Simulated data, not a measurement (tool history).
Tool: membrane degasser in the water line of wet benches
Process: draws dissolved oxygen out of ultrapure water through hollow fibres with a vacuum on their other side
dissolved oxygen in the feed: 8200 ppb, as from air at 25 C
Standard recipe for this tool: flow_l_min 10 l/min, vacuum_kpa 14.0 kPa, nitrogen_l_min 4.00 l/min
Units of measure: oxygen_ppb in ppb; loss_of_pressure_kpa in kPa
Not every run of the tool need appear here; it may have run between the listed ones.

run 1 hour=0.0 | flow_l_min=10 vacuum_kpa=14.0 nitrogen_l_min=4.00 | oxygen_ppb=147.6 loss_of_pressure_kpa=57.67
run 2 hour=35.6 | flow_l_min=10 vacuum_kpa=14.0 nitrogen_l_min=4.00 | oxygen_ppb=144.0 loss_of_pressure_kpa=57.71
run 3 hour=64.8 | flow_l_min=10 vacuum_kpa=14.0 nitrogen_l_min=4.00 | oxygen_ppb=148.2 loss_of_pressure_kpa=57.36
run 4 hour=94.7 | flow_l_min=8 vacuum_kpa=14.0 nitrogen_l_min=4.00 | oxygen_ppb=88.7 loss_of_pressure_kpa=45.81
run 5 hour=121.9 | flow_l_min=10 vacuum_kpa=14.0 nitrogen_l_min=4.70 | oxygen_ppb=138.6 loss_of_pressure_kpa=57.62
run 6 hour=153.4 | flow_l_min=10 vacuum_kpa=14.0 nitrogen_l_min=4.70 | oxygen_ppb=139.1 loss_of_pressure_kpa=57.55
run 7 hour=206.6 | flow_l_min=7 vacuum_kpa=14.0 nitrogen_l_min=4.70 | oxygen_ppb=60.1 loss_of_pressure_kpa=40.36
run 8 hour=260.8 | flow_l_min=7 vacuum_kpa=14.0 nitrogen_l_min=4.70 | oxygen_ppb=58.4 loss_of_pressure_kpa=40.16
run 9 hour=319.3 | flow_l_min=7 vacuum_kpa=14.0 nitrogen_l_min=10.61 | oxygen_ppb=35.8 loss_of_pressure_kpa=40.57
run 10 hour=346.4 | flow_l_min=7 vacuum_kpa=14.0 nitrogen_l_min=10.61 | oxygen_ppb=36.3 loss_of_pressure_kpa=40.60
run 11 hour=372.9 | flow_l_min=7 vacuum_kpa=14.0 nitrogen_l_min=10.61 | oxygen_ppb=36.2 loss_of_pressure_kpa=40.41
run 12 hour=429.5 | flow_l_min=8 vacuum_kpa=29.0 nitrogen_l_min=9.44 | oxygen_ppb=89.2 loss_of_pressure_kpa=46.60
run 13 hour=454.1 | flow_l_min=7 vacuum_kpa=14.0 nitrogen_l_min=4.00 | oxygen_ppb=66.7 loss_of_pressure_kpa=40.54
run 14 hour=505.7 | flow_l_min=7 vacuum_kpa=14.0 nitrogen_l_min=4.00 | oxygen_ppb=67.7 loss_of_pressure_kpa=40.57
run 15 hour=531.2 | flow_l_min=16 vacuum_kpa=9.6 nitrogen_l_min=1.74 | oxygen_ppb=477.9 loss_of_pressure_kpa=92.31
run 16 hour=561.1 | flow_l_min=10 vacuum_kpa=10.1 nitrogen_l_min=1.73 | oxygen_ppb=183.6 loss_of_pressure_kpa=57.77
run 17 hour=588.4 | flow_l_min=10 vacuum_kpa=10.1 nitrogen_l_min=1.73 | oxygen_ppb=182.4 loss_of_pressure_kpa=58.23
run 18 hour=632.2 | flow_l_min=12 vacuum_kpa=14.0 nitrogen_l_min=4.00 | oxygen_ppb=233.9 loss_of_pressure_kpa=69.35
run 19 hour=688.7 | flow_l_min=12 vacuum_kpa=14.0 nitrogen_l_min=4.00 | oxygen_ppb=234.4 loss_of_pressure_kpa=69.61

What if the next run were any one of these 4? Each begins from the tool's condition after run 19:
run A hour=719.1 | flow_l_min=14 vacuum_kpa=11.2 nitrogen_l_min=4.00 | oxygen_ppb=? loss_of_pressure_kpa=?
run B hour=719.1 | flow_l_min=7 vacuum_kpa=9.7 nitrogen_l_min=6.02 | oxygen_ppb=? loss_of_pressure_kpa=?
run C hour=719.1 | flow_l_min=12 vacuum_kpa=8.5 nitrogen_l_min=4.00 | oxygen_ppb=? loss_of_pressure_kpa=?
run D hour=719.1 | flow_l_min=16 vacuum_kpa=14.4 nitrogen_l_min=5.37 | oxygen_ppb=? loss_of_pressure_kpa=?

run=A oxygen_ppb=317.9 loss_of_pressure_kpa=80.87
run=B oxygen_ppb=38.1 loss_of_pressure_kpa=40.52
run=C oxygen_ppb=192.7 loss_of_pressure_kpa=69.18
run=D oxygen_ppb=431.1 loss_of_pressure_kpa=92.42
Had the tool no hidden state, the same runs would have come out as:
run=A oxygen_ppb=307.5 loss_of_pressure_kpa=80.33
run=B oxygen_ppb=35.5 loss_of_pressure_kpa=40.24
run=C oxygen_ppb=184.9 loss_of_pressure_kpa=68.71
run=D oxygen_ppb=419.8 loss_of_pressure_kpa=91.80
